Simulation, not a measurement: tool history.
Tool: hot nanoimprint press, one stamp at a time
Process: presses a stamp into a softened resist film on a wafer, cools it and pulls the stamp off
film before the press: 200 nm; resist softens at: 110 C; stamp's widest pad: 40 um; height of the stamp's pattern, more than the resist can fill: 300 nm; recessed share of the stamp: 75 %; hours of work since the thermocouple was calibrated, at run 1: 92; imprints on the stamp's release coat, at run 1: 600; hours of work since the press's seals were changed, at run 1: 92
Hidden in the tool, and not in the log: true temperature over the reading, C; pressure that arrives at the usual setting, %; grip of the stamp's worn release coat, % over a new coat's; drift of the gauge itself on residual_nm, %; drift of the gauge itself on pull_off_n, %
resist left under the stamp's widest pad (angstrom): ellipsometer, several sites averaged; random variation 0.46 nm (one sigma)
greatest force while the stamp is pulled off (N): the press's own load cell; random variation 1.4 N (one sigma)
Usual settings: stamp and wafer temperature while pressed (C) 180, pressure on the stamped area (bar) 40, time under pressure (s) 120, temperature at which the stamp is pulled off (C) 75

run,hour,stamp and wafer temperature while pressed (C),pressure on the stamped area (bar),time under pressure (s),temperature at which the stamp is pulled off (C),hours of work since the thermocouple was calibrated,imprints on the stamp's release coat,hours of work since the press's seals were changed,resist left under the stamp's widest pad (angstrom),greatest force while the stamp is pulled off (N)
1,0,180,40,120,75,92,600,92,1030,176
# hour 35.2: stamp cleaned and given a new release coat
2,53.7,180,40,120,75,114,62,114,1036,160
3,107,180,40,120,75,139,241,139,1039,166
4,141.9,180,40,120,75,156,358,156,1052,168
5,168.9,180,40,120,75,168,449,168,1047,172
6,204.1,180,40,120,75,184,567,184,1047,178
# hour 250.8: stamp cleaned and given a new release coat
7,252.5,180,40,120,75,204,6,204,1059,158
8,289.2,180,40,120,75,221,129,221,1059,164
9,333.6,180,40,120,69,242,278,242,1066,188
10,385.8,180,40,120,75,266,454,266,1064,173
11,422.3,189,40,120,75,283,576,283,737,178

Run 12 comes next. What will it give?
# hour 464.8: stamp cleaned and given a new release coat
12,476.9,189,40,120,75,306,40,306,?,?

Run 12 gave resist left under the stamp's widest pad (angstrom) 742, greatest force while the stamp is pulled off (N) 160.
Without the tool's hidden state the same run would have given resist left under the stamp's widest pad (angstrom) 688, greatest force while the stamp is pulled off (N) 153.
